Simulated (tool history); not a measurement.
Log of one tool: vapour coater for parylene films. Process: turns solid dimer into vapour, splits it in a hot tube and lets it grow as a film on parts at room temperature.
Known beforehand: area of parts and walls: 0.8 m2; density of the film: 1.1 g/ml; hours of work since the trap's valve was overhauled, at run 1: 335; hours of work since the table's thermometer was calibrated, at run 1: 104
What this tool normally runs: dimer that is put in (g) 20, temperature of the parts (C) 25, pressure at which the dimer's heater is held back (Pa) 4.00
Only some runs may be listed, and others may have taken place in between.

run     day  dimer that is put in (g)  temperature of the parts (C)  pressure at which the dimer's heater is held back (Pa)  hours of work since the trap's valve was overhauled  hours of work since the table's thermometer was calibrated  thickness of the film (nm)
  1   0.000                        20                            25                                                    4.00                                                  335                                                         104                       11890
  2   0.629                        12                            25                                                    4.00                                                  346                                                         115                        7090
  3   1.412                        20                            25                                                    4.00                                                  360                                                         129                       11970
  4   2.162                        20                            25                                                    4.00                                                  373                                                         142                       11640
  5   2.792                        20                            25                                                    2.62                                                  384                                                         153                       12590
      3.138  -- trap's valve overhauled
  6   3.617                        20                            25                                                    2.62                                                    9                                                         165                       12140
  7   4.404                        20                            25                                                    2.62                                                   22                                                         178                       12070
  8   5.004                        20                            25                                                    2.62                                                   33                                                         189                       12040
  9   5.796                        20                            25                                                    2.62                                                   47                                                         203                       11920
 10   6.754                        20                            25                                                    2.62                                                   64                                                         220                       11940
      7.096  -- trap's valve overhauled, once more
 11   7.321                        20                            25                                                    2.62                                                    4                                                         227                       13890
 12   7.871                        20                            25                                                    4.00                                                   14                                                         237                       12750
 13   8.650                        20                            25                                                    4.00                                                   27                                                         250                       12820
 14   9.083                        20                            25                                                    4.00                                                   35                                                         258                       12900
 15   9.679                        20                            25                                                    4.00                                                   46                                                         269                       12710
 16  10.212                        20                            27                                                    4.00                                                   55                                                         278                       11940
 17  10.967                        20                            27                                                    4.00                                                   68                                                         291                       11740
 18  11.567                        20                            26                                                    4.00                                                   79                                                         302                       12270
 19  11.971                        20                            26                                                    4.00                                                   86                                                         309                       12130
 20  12.375                        20                            25                                                    4.00                                                   93                                                         316                       12690
 21  13.100                        20                            25                                                    4.00                                                  106                                                         329                       12550
 22  13.862                        20                            25                                                    4.00                                                  119                                                         342                       12710
 23  14.771                        20                            25                                                    4.00                                                  135                                                         358                       12540
 24  15.529                        20                            25                                                    4.00                                                  149                                                         372                       12290
 25  16.508                        14                            25                                                    3.99                                                  166                                                         389                        8690
 26  16.988                        22                            25                                                    2.01                                                  175                                                         397                       15100
 27  17.504                        20                            28                                                    4.00                                                  184                                                         407                       10870
 28  18.058                        35                            21                                                    4.00                                                  193                                                         416                       24650
 29  18.646                        12                            31                                                    9.86                                                  204                                                         427                        5040
 30  19.062                        15                            33                                                    9.86                                                  211                                                         434                        5800
 31  19.879                        35                            25                                                    2.02                                                  226                                                         449                       23890
 32  20.733                        20                            25                                                    4.00                                                  241                                                         464                       12190
 33  21.421                        20                            30                                                    4.00                                                  253                                                         476                        9990
 34  22.088                        20                            30                                                    2.88                                                  265                                                         488                       10650
 35  22.488                        20                            30                                                    2.88                                                  272                                                         495                       10650
 36  23.054                        20                            25                                                    2.32                                                  282                                                         505                       12890
 37  24.025                        20                            25                                                    2.32                                                  299                                                         522                       12880
 38  24.438                        20                            28                                                    4.00                                                  306                                                         529                       10620
 39  24.938                        26                            25                                                    8.90                                                  315                                                         538                       13370
 40  25.604                        20                            25                                                   10.43                                                  327                                                         550                       10190
 41  26.267                        20                            21                                                   11.59                                                  338                                                         561                       11300
 42  26.742                        24                            35                                                    3.67                                                  347                                                         570                        9950
 43  27.342                         9                            23                                                    5.27                                                  357                                                         580                        5380
 44  27.904                        20                            32                                                    2.70                                                  367                                                         590                        9600
 45  28.608                        23                            19                                                    5.71                                                  380                                                         603                       15630
     29.271  -- trap's valve overhauled
 46  29.483                        11                            31                                                    2.67                                                    4                                                         615                        6030
 47  30.083                        25                            31                                                    8.26                                                   14                                                         626                       11240

3 options for the next run, each taken on its own from the tool as it stands now. Forecast them:
  A  30.592                        13                            25                                                   10.73                                                   23                                                         635                           ?
  B  30.592                        25                            20                                                    4.08                                                   23                                                         635                           ?
  C  30.592                        13                            22                                                    4.00                                                   23                                                         635                           ?

run  thickness of the film (nm)
  A                        6970
  B                       18660
  C                        9160
Without the tool's hidden state the same runs would have given:
run  thickness of the film (nm)
  A                        7190
  B                       19260
  C                        9450
